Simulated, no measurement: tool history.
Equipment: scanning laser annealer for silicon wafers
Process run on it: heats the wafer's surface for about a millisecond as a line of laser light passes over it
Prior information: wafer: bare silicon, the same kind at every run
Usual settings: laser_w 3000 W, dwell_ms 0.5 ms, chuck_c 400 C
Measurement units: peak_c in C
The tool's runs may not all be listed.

run 1 hour=0 | laser_w=3000 dwell_ms=0.5 chuck_c=400 | peak_c=1235
run 2 hour=75.3 | laser_w=3000 dwell_ms=0.548 chuck_c=400 | peak_c=1277
run 3 hour=142.3 | laser_w=3000 dwell_ms=0.548 chuck_c=400 | peak_c=1271
run 4 hour=185.3 | laser_w=3294 dwell_ms=0.548 chuck_c=400 | peak_c=1358
run 5 hour=221.2 | laser_w=3000 dwell_ms=0.5 chuck_c=433 | peak_c=1260
run 6 hour=301.9 | laser_w=3000 dwell_ms=0.5 chuck_c=433 | peak_c=1260
run 7 hour=380.3 | laser_w=3000 dwell_ms=0.5 chuck_c=406 | peak_c=1232
run 8 hour=438.4 | laser_w=3132 dwell_ms=0.387 chuck_c=380 | peak_c=1132
run 9 hour=513.4 | laser_w=2554 dwell_ms=0.534 chuck_c=370 | peak_c=1096
run 10 hour=548.2 | laser_w=2554 dwell_ms=0.519 chuck_c=370 | peak_c=1087

Below, each run's measurement less what the same run would have read without the hidden state. Both values contain the same run-to-run variation, but the gauge's scatter may not be the same in both:
The hidden state here: light that passes the window, % of a clean one's; laser's true power over the reading, %; width of the line over the set one, %; drift of the gauge itself on peak_c, C.
run=1 peak_c=-12
run=2 peak_c=-14
run=3 peak_c=-16
run=4 peak_c=-19
run=5 peak_c=-17
run=6 peak_c=-19
run=7 peak_c=-20
run=8 peak_c=-19
run=9 peak_c=-20
run=10 peak_c=-21

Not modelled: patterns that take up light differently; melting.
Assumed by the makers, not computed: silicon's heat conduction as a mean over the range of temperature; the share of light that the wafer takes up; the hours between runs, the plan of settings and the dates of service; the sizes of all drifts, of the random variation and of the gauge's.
